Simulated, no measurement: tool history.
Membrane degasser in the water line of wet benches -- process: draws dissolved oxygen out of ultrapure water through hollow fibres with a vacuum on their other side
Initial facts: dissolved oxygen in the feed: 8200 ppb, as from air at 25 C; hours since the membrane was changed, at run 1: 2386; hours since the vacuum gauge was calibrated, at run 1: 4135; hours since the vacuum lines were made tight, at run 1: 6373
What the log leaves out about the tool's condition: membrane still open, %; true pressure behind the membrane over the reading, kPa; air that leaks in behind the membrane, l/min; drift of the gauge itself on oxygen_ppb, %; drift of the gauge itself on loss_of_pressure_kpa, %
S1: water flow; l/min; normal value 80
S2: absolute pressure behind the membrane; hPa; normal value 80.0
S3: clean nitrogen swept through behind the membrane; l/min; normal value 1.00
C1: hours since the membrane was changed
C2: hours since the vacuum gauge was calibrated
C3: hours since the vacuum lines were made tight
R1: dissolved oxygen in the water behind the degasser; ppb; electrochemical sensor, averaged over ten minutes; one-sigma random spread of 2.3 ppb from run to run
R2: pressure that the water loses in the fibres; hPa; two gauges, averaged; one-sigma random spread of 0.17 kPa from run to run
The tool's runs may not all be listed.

Run 1, day 0.000: usual settings; C1 2386; C2 4135; C3 6373. Result: R1 623.6 ppb, R2 282.9 hPa.
Run 2, day 2.117: usual settings; C1 2437; C2 4186; C3 6424. Result: R1 622.0 ppb, R2 282.0 hPa.
Run 3, day 5.758: usual settings; C1 2524; C2 4273; C3 6511. Result: R1 631.6 ppb, R2 282.3 hPa.
Run 4, day 8.221: usual settings; C1 2583; C2 4332; C3 6570. Result: R1 627.0 ppb, R2 285.1 hPa.
Run 5, day 11.475: usual settings; C1 2661; C2 4410; C3 6648. Result: R1 629.0 ppb, R2 282.5 hPa.
Run 6, day 15.329: usual settings; C1 2754; C2 4503; C3 6741. Result: R1 629.8 ppb, R2 283.4 hPa.
Run 7, day 19.629: usual settings; C1 2857; C2 4606; C3 6844. Result: R1 622.7 ppb, R2 283.9 hPa.
Run 8, day 22.992: usual settings but S3 0.43 l/min; C1 2937; C2 4687; C3 6925. Result: R1 1002.0 ppb, R2 284.4 hPa.
Run 9, day 25.892: usual settings but S3 0.43 l/min; C1 3007; C2 4756; C3 6994. Result: R1 995.1 ppb, R2 283.7 hPa.
Run 10, day 28.421: usual settings but S3 0.43 l/min; C1 3068; C2 4817; C3 7055. Result: R1 996.7 ppb, R2 283.7 hPa.
Run 11, day 30.808: usual settings but S3 0.43 l/min; C1 3125; C2 4874; C3 7112. Result: R1 999.8 ppb, R2 285.1 hPa.
Run 12, day 34.708: usual settings but S2 49.5 hPa; C1 3219; C2 4968; C3 7206. Result: R1 254.7 ppb, R2 285.9 hPa.
At day 34.950: vacuum gauge calibrated.
Run 13, day 38.617: usual settings but S2 49.5 hPa; C1 3312; C2 88; C3 7299. Result: R1 263.0 ppb, R2 282.7 hPa.
Run 14, day 41.425: usual settings but S1 63 l/min; C1 3379; C2 155; C3 7367. Result: R1 542.8 ppb, R2 222.7 hPa.
Run 15, day 45.142: usual settings but S1 49 l/min; C1 3469; C2 245; C3 7456. Result: R1 456.0 ppb, R2 175.4 hPa.
Run 16, day 47.433: usual settings but S1 49 l/min; C1 3524; C2 300; C3 7511. Result: R1 457.7 ppb, R2 173.5 hPa.
Run 17, day 50.038: usual settings but S2 54.7 hPa; C1 3586; C2 362; C3 7573. Result: R1 330.7 ppb, R2 282.8 hPa.
Run 18, day 54.100: usual settings but S1 98 l/min, S2 174.5 hPa, S3 1.60 l/min; C1 3684; C2 460; C3 7671. Result: R1 1414.2 ppb, R2 348.4 hPa.
At day 57.000: vacuum gauge calibrated, once more.
Run 19, day 58.454: usual settings but S1 98 l/min, S2 174.5 hPa, S3 1.60 l/min; C1 3788; C2 35; C3 7775. Result: R1 1379.6 ppb, R2 350.7 hPa.
Run 20, day 61.908: usual settings but S1 98 l/min, S2 174.5 hPa, S3 1.60 l/min; C1 3870; C2 118; C3 7858. Result: R1 1384.3 ppb, R2 353.9 hPa.
Run 21, day 65.271: usual settings but S1 70 l/min, S2 48.7 hPa, S3 0.61 l/min; C1 3951; C2 199; C3 7938. Result: R1 274.8 ppb, R2 248.8 hPa.
Run 22, day 69.192: usual settings but S1 122 l/min, S2 118.6 hPa, S3 1.60 l/min; C1 4045; C2 293; C3 8032. Result: R1 1038.9 ppb, R2 432.5 hPa.

The next listed run, before its measurement:
Run 23, day 71.996: usual settings but S1 122 l/min, S2 67.3 hPa; C1 4113; C2 360; C3 8100. Result: R1 ?, R2 ?.

{"run 23": {"R1": 603.9, "R2": 435.8}}
The same run, on a tool lacking any hidden state, would have yielded R1 597.9 ppb, R2 424.5 hPa.
